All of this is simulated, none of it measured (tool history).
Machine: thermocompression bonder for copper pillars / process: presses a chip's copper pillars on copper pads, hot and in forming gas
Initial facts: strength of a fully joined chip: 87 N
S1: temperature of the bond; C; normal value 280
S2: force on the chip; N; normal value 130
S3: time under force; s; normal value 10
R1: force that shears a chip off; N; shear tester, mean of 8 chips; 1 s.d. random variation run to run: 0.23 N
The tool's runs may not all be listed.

Run 1, day 0: usual settings. Result: R1 32.4 N.
At day 0.525: forming gas filter changed.
Run 2, day 3.342: usual settings but S2 108 N. Result: R1 30.7 N.
Run 3, day 5.779: usual settings but S2 108 N. Result: R1 31.2 N.
Run 4, day 8.433: usual settings. Result: R1 34.1 N.
Run 5, day 11.188: usual settings. Result: R1 33.9 N.
Run 6, day 14.604: usual settings. Result: R1 34.4 N.
Run 7, day 16.508: usual settings. Result: R1 33.8 N.
Run 8, day 19.608: usual settings. Result: R1 34 N.
Run 9, day 21.475: usual settings. Result: R1 34.2 N.
Run 10, day 24.121: usual settings. Result: R1 34.2 N.
Run 11, day 27.025: usual settings but S2 94 N. Result: R1 27.8 N.
Run 12, day 28.654: usual settings but S2 111 N. Result: R1 30.9 N.
At day 29.012: force cell calibrated.
At day 30.558: forming gas filter changed.
Run 13, day 30.858: usual settings but S3 6 s. Result: R1 29.6 N.
Run 14, day 34.4: usual settings but S3 6 s. Result: R1 29.2 N.
At day 37.508: force cell calibrated, once more.
Run 15, day 37.617: usual settings but S2 137 N, S3 6 s. Result: R1 30.4 N.
Run 16, day 40.479: usual settings but S2 137 N, S3 6 s. Result: R1 30.8 N.
Run 17, day 42.358: usual settings but S1 258 C, S2 137 N, S3 7 s. Result: R1 25.7 N.
Run 18, day 45.296: usual settings but S1 271 C, S2 111 N, S3 7 s. Result: R1 26 N.
At day 48.146: heater calibrated with a thermocouple chip.
Run 19, day 48.262: usual settings but S1 262 C, S2 84 N, S3 17 s. Result: R1 24.4 N.
Run 20, day 50.592: usual settings but S1 299 C, S2 107 N, S3 15 s. Result: R1 39 N.
Run 21, day 52.317: usual settings but S1 285 C, S2 156 N, S3 7 s. Result: R1 32 N.
Run 22, day 55.029: usual settings but S1 279 C, S2 125 N, S3 8 s. Result: R1 27.4 N.
Run 23, day 57.425: usual settings but S1 279 C, S2 125 N, S3 8 s. Result: R1 27.3 N.
Run 24, day 59.929: usual settings but S1 297 C, S2 125 N, S3 8 s. Result: R1 32.7 N.
At day 60.612: forming gas filter changed.
Run 25, day 62.204: usual settings but S1 304 C, S2 125 N, S3 16 s. Result: R1 48.1 N.
Run 26, day 63.85: usual settings but S1 297 C, S2 121 N, S3 16 s. Result: R1 44.2 N.
Run 27, day 66.921: usual settings but S1 297 C, S2 121 N, S3 16 s. Result: R1 44.6 N.
Run 28, day 69.8: usual settings but S1 297 C, S2 154 N, S3 16 s. Result: R1 50.2 N.
Run 29, day 73.371: usual settings but S1 297 C, S2 154 N, S3 16 s. Result: R1 49.6 N.
Run 30, day 75.721: usual settings but S2 79 N. Result: R1 24.4 N.
Run 31, day 78.133: usual settings but S1 290 C, S2 190 N, S3 22 s. Result: R1 56.8 N.

Consider 5 possible next runs. They are alternatives, not a sequence: every one starts from the tool as it was left by run 31. What does each give?
Run A, day 80.996: usual settings but S1 262 C, S2 190 N, S3 7 s. Result: R1 ?.
Run B, day 80.996: usual settings but S1 309 C, S2 163 N, S3 14 s. Result: R1 ?.
Run C, day 80.996: usual settings but S1 290 C, S2 190 N, S3 14 s. Result: R1 ?.
Run D, day 80.996: usual settings but S1 271 C, S2 82 N, S3 22 s. Result: R1 ?.
Run E, day 80.996: usual settings but S1 261 C, S2 102 N, S3 8 s. Result: R1 ?.

run    R1
  A  29.6
  B  53.2
  C    49
  D  30.7
  E  20.8
With the hidden condition removed and each run's random variation left untouched, the same runs would have given:
run    R1
  A  29.7
  B  54.3
  C  49.8
  D  30.9
  E  20.8
